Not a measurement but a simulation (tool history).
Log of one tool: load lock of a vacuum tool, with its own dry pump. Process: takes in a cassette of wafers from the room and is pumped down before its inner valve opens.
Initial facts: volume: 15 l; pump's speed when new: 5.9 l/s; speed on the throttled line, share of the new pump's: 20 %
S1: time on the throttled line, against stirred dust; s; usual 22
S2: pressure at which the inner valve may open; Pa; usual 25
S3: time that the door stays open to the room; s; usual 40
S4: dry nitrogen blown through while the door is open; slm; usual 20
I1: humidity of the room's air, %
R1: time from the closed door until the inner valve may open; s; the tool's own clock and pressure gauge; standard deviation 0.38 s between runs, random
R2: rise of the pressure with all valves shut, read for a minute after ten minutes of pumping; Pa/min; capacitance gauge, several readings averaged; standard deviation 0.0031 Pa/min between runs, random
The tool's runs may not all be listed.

run     hour  S1  S2   S3  S4    I1    R1     R2
  1      0.0  22  25   40  20  43.3  44.1  0.072
  2    355.2  22  25   40  20  44.4  43.9  0.080
  3    671.0  11  25   40  20  39.5  35.8  0.079
  4    870.5  11  25   40  20  42.3  36.3  0.077
  5   1241.1  22  25   51  20  45.2  44.1  0.096
  6   1602.8  25  25   51  20  42.2  47.4  0.100
  7   1981.0  25  25   51  24  45.8  47.7  0.108
  8   2282.6  22  25   40  20  45.9  45.0  0.099
  9   2603.6  22  25   40  20  46.3  45.6  0.107
 10   2880.2  22  42   40  20  44.7  42.5  0.105
 11   3227.6  22  42   40  20  44.6  43.8  0.116
 12   3662.5  22  42   40  20  43.0  43.5  0.119
 13   3906.0  22  42   40  20  45.4  37.6  0.120
 14   4161.8  22  42   40  20  44.8  37.9  0.130
 15   4442.3  22  42   40  20  45.5  37.7  0.130
 16   4684.4  22  42   40  20  44.9  36.8  0.139
 17   5093.1  22  42   40  20  43.5  37.9  0.140
 18   5305.9  22  25   57  20  45.1  39.2  0.159
 19   5723.7  22  25   57  20  45.1  39.5  0.171
 20   6007.7  22  25   57  20  47.1  39.4  0.179
 21   6389.0  22  25   57  20  48.5  39.5  0.185
 22   6840.6  37  25  131   9  46.8  51.7  0.275
 23   7147.2  37  25  131   9  43.4  51.5  0.263
 24   7556.5  12  23  131  38  45.2  32.1  0.224
 25   7913.3  12  23  131  38  44.1  32.2  0.228
 26   8378.5  12  23  131  38  44.3  32.3  0.240
 27   8603.9  22  31   30  20  46.5  39.9  0.204
 28   9018.7  34  24   40  20  45.5  49.8  0.221
 29   9346.3  34  24   40  20  45.8  50.0  0.228
 30   9547.5  34  22   39  20  40.5  49.5  0.224
 31   9868.3  34  23   39  20  45.1  50.4  0.233
 32  10221.7  18  25  166  20  44.4  36.9  0.320
 33  10551.4  12  25  166   5  48.8  32.5  0.394
 34  10983.3  12  25  166   5  45.8  33.1  0.397
 35  11436.3  12  25  166   5  42.9  33.4  0.389
 36  11800.5  12  25  166   5  46.7  33.4  0.424
 37  12229.7  22  37   63  13  46.0  40.0  0.324

Not shown: 1 entry that the log had between the listed runs. Between which runs, and how does the tool's hidden state differ before and after?
In the gap between runs 12 and 13: dry pump taken out, an overhauled one fitted (hour 3760.5)
  pump's speed, % of a new pump's: 71.5 -> 99.4; leak at the door's seal, Pa l/s: 0.0163 -> 0.0172
  measured value less the no-hidden-state value, R1: +6.2 -> +0.1 s; R2: +0.057 -> +0.060 Pa/min
